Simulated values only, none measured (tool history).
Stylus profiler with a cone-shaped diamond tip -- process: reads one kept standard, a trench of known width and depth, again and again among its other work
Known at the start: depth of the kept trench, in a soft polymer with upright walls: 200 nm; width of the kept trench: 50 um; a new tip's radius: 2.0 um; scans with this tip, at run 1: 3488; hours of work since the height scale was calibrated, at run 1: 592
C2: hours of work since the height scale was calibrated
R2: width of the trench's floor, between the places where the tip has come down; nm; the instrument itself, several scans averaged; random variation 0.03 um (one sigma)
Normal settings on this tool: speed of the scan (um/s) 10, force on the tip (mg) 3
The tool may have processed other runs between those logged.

{"run": 1, "hour": 0.0, "speed of the scan (um/s)": 10, "force on the tip (mg)": 3, "scans with this tip": 3488, "C2": 592, "depth of the trench (nm)": 203.32, "R2": 48200}
{"run": 2, "hour": 24.8, "speed of the scan (um/s)": 2, "force on the tip (mg)": 3, "scans with this tip": 3567, "C2": 606, "depth of the trench (nm)": 203.29, "R2": 48190}
{"run": 3, "hour": 59.2, "speed of the scan (um/s)": 2, "force on the tip (mg)": 3, "scans with this tip": 3678, "C2": 624, "depth of the trench (nm)": 203.35, "R2": 48160}
{"run": 4, "hour": 98.7, "speed of the scan (um/s)": 10, "force on the tip (mg)": 3, "scans with this tip": 3805, "C2": 646, "depth of the trench (nm)": 203.46, "R2": 48190}
{"run": 5, "hour": 123.2, "speed of the scan (um/s)": 10, "force on the tip (mg)": 3, "scans with this tip": 3884, "C2": 659, "depth of the trench (nm)": 203.3, "R2": 48160}
{"run": 6, "hour": 150.6, "speed of the scan (um/s)": 10, "force on the tip (mg)": 3, "scans with this tip": 3972, "C2": 674, "depth of the trench (nm)": 203.35, "R2": 48110}
{"run": 7, "hour": 186.7, "speed of the scan (um/s)": 10, "force on the tip (mg)": 1.28, "scans with this tip": 4088, "C2": 694, "depth of the trench (nm)": 202.11, "R2": 48140}
{"run": 8, "hour": 208.6, "speed of the scan (um/s)": 10, "force on the tip (mg)": 3, "scans with this tip": 4158, "C2": 706, "depth of the trench (nm)": 203.3, "R2": 48130}
{"run": 9, "hour": 239.6, "speed of the scan (um/s)": 10, "force on the tip (mg)": 3, "scans with this tip": 4258, "C2": 723, "depth of the trench (nm)": 203.44, "R2": 48080}
{"run": 10, "hour": 269.2, "speed of the scan (um/s)": 10, "force on the tip (mg)": 1.47, "scans with this tip": 4353, "C2": 739, "depth of the trench (nm)": 202.29, "R2": 48180}
{"run": 11, "hour": 296.7, "speed of the scan (um/s)": 10, "force on the tip (mg)": 1.47, "scans with this tip": 4442, "C2": 754, "depth of the trench (nm)": 202.34, "R2": 48110}
{"run": 12, "hour": 326.5, "speed of the scan (um/s)": 10, "force on the tip (mg)": 3, "scans with this tip": 4537, "C2": 770, "depth of the trench (nm)": 203.41, "R2": 48150}
{"run": 13, "hour": 363.8, "speed of the scan (um/s)": 10, "force on the tip (mg)": 2.38, "scans with this tip": 4657, "C2": 791, "depth of the trench (nm)": 202.89, "R2": 48110}
{"run": 14, "hour": 401.5, "speed of the scan (um/s)": 10, "force on the tip (mg)": 2.38, "scans with this tip": 4779, "C2": 811, "depth of the trench (nm)": 202.93, "R2": 48110}
{"run": 15, "hour": 438.3, "speed of the scan (um/s)": 10, "force on the tip (mg)": 3, "scans with this tip": 4897, "C2": 831, "depth of the trench (nm)": 203.42, "R2": 48110}
{"run": 16, "hour": 477.3, "speed of the scan (um/s)": 10, "force on the tip (mg)": 3, "scans with this tip": 5022, "C2": 853, "depth of the trench (nm)": 203.56, "R2": 48100}
{"run": 17, "hour": 510.0, "speed of the scan (um/s)": 10, "force on the tip (mg)": 3, "scans with this tip": 5127, "C2": 870, "depth of the trench (nm)": 203.57, "R2": 48090}
{"run": 18, "hour": 546.4, "speed of the scan (um/s)": 10, "force on the tip (mg)": 3, "scans with this tip": 5244, "C2": 890, "depth of the trench (nm)": 203.44, "R2": 48060}
{"run": 19, "hour": 567.7, "speed of the scan (um/s)": 10, "force on the tip (mg)": 6.56, "scans with this tip": 5313, "C2": 902, "depth of the trench (nm)": 205.61, "R2": 48100}
{"run": 20, "hour": 593.0, "speed of the scan (um/s)": 10, "force on the tip (mg)": 6.56, "scans with this tip": 5394, "C2": 916, "depth of the trench (nm)": 205.53, "R2": 48040}
{"run": 21, "hour": 613.4, "speed of the scan (um/s)": 6, "force on the tip (mg)": 3, "scans with this tip": 5460, "C2": 927, "depth of the trench (nm)": 203.43, "R2": 48180}
{"run": 22, "hour": 649.2, "speed of the scan (um/s)": 6, "force on the tip (mg)": 3, "scans with this tip": 5574, "C2": 946, "depth of the trench (nm)": 203.41, "R2": 48040}
{"run": 23, "hour": 686.5, "speed of the scan (um/s)": 6, "force on the tip (mg)": 3, "scans with this tip": 5694, "C2": 967, "depth of the trench (nm)": 203.48, "R2": 48070}
{"run": 24, "hour": 710.4, "speed of the scan (um/s)": 6, "force on the tip (mg)": 1.2, "scans with this tip": 5771, "C2": 980, "depth of the trench (nm)": 202.1, "R2": 48060}
{"run": 25, "hour": 732.1, "speed of the scan (um/s)": 6, "force on the tip (mg)": 1.2, "scans with this tip": 5841, "C2": 992, "depth of the trench (nm)": 202.06, "R2": 48040}
{"run": 26, "hour": 750.3, "speed of the scan (um/s)": 28, "force on the tip (mg)": 2.8, "scans with this tip": 5900, "C2": 1002, "depth of the trench (nm)": 203.42, "R2": 48060}
{"hour": 772.6, "done": "height scale calibrated on a step standard"}
{"run": 27, "hour": 786.0, "speed of the scan (um/s)": 37, "force on the tip (mg)": 6.88, "scans with this tip": 6013, "C2": 7, "depth of the trench (nm)": 205.36, "R2": 48030}
{"run": 28, "hour": 822.6, "speed of the scan (um/s)": 2, "force on the tip (mg)": 3.16, "scans with this tip": 6131, "C2": 27, "depth of the trench (nm)": 203.13, "R2": 48130}
{"run": 29, "hour": 839.1, "speed of the scan (um/s)": 9, "force on the tip (mg)": 2.34, "scans with this tip": 6183, "C2": 36, "depth of the trench (nm)": 202.61, "R2": 48060}
{"run": 30, "hour": 857.0, "speed of the scan (um/s)": 9, "force on the tip (mg)": 2.34, "scans with this tip": 6241, "C2": 46, "depth of the trench (nm)": 202.44, "R2": 48060}
{"run": 31, "hour": 895.5, "speed of the scan (um/s)": 36, "force on the tip (mg)": 3.15, "scans with this tip": 6365, "C2": 67, "depth of the trench (nm)": 203.16, "R2": 48030}
{"run": 32, "hour": 934.5, "speed of the scan (um/s)": 4, "force on the tip (mg)": 1.74, "scans with this tip": 6490, "C2": 88, "depth of the trench (nm)": 202, "R2": 48080}
{"run": 33, "hour": 970.3, "speed of the scan (um/s)": 4, "force on the tip (mg)": 1.74, "scans with this tip": 6605, "C2": 108, "depth of the trench (nm)": 202.12, "R2": 48080}
{"run": 34, "hour": 1002.2, "speed of the scan (um/s)": 4, "force on the tip (mg)": 1.74, "scans with this tip": 6708, "C2": 125, "depth of the trench (nm)": 202.18, "R2": 48030}
{"run": 35, "hour": 1038.3, "speed of the scan (um/s)": 10, "force on the tip (mg)": 1.85, "scans with this tip": 6824, "C2": 145, "depth of the trench (nm)": 202.32, "R2": 48010}
{"run": 36, "hour": 1077.9, "speed of the scan (um/s)": 16, "force on the tip (mg)": 2.8, "scans with this tip": 6951, "C2": 167, "depth of the trench (nm)": 202.96, "R2": 48030}
{"run": 37, "hour": 1108.2, "speed of the scan (um/s)": 36, "force on the tip (mg)": 4.36, "scans with this tip": 7048, "C2": 183, "depth of the trench (nm)": 203.99, "R2": 48000}
{"run": 38, "hour": 1126.7, "speed of the scan (um/s)": 21, "force on the tip (mg)": 1.18, "scans with this tip": 7108, "C2": 193, "depth of the trench (nm)": 201.66, "R2": 48000}
{"run": 39, "hour": 1160.5, "speed of the scan (um/s)": 10, "force on the tip (mg)": 6.41, "scans with this tip": 7217, "C2": 212, "depth of the trench (nm)": 205.11, "R2": 48010}
{"run": 40, "hour": 1200.4, "speed of the scan (um/s)": 2, "force on the tip (mg)": 1.45, "scans with this tip": 7345, "C2": 233, "depth of the trench (nm)": 201.95, "R2": 48060}
{"run": 41, "hour": 1218.1, "speed of the scan (um/s)": 7, "force on the tip (mg)": 3, "scans with this tip": 7402, "C2": 243, "depth of the trench (nm)": 203.02, "R2": 48020}
{"run": 42, "hour": 1241.4, "speed of the scan (um/s)": 7, "force on the tip (mg)": 3, "scans with this tip": 7477, "C2": 256, "depth of the trench (nm)": 203.14, "R2": 48040}
{"run": 43, "hour": 1264.3, "speed of the scan (um/s)": 15, "force on the tip (mg)": 4.52, "scans with this tip": 7550, "C2": 268, "depth of the trench (nm)": 204.2, "R2": 48000}
{"run": 44, "hour": 1286.8, "speed of the scan (um/s)": 39, "force on the tip (mg)": 4.82, "scans with this tip": 7623, "C2": 281, "depth of the trench (nm)": 204.34, "R2": 47980}
{"run": 45, "hour": 1304.9, "speed of the scan (um/s)": 39, "force on the tip (mg)": 4.82, "scans with this tip": 7681, "C2": 291, "depth of the trench (nm)": 204.23, "R2": 48020}

Here are 4 independent what-if runs from the current tool condition. What would each one return?
{"run": "A", "hour": 1341.6, "speed of the scan (um/s)": 6, "force on the tip (mg)": 2.82, "scans with this tip": 7799, "C2": 311, "depth of the trench (nm)": "?", "R2": "?"}
{"run": "B", "hour": 1341.6, "speed of the scan (um/s)": 3, "force on the tip (mg)": 2.02, "scans with this tip": 7799, "C2": 311, "depth of the trench (nm)": "?", "R2": "?"}
{"run": "C", "hour": 1341.6, "speed of the scan (um/s)": 12, "force on the tip (mg)": 3.65, "scans with this tip": 7799, "C2": 311, "depth of the trench (nm)": "?", "R2": "?"}
{"run": "D", "hour": 1341.6, "speed of the scan (um/s)": 5, "force on the tip (mg)": 1.06, "scans with this tip": 7799, "C2": 311, "depth of the trench (nm)": "?", "R2": "?"}

run=A depth_of_the_trench_(nm)=203.05 R2=48060
run=B depth_of_the_trench_(nm)=202.41 R2=48070
run=C depth_of_the_trench_(nm)=203.61 R2=48050
run=D depth_of_the_trench_(nm)=201.55 R2=48040
Without the tool's hidden state the same runs would have given:
run=A depth_of_the_trench_(nm)=202.99 R2=48260
run=B depth_of_the_trench_(nm)=202.35 R2=48280
run=C depth_of_the_trench_(nm)=203.55 R2=48250
run=D depth_of_the_trench_(nm)=201.5 R2=48250
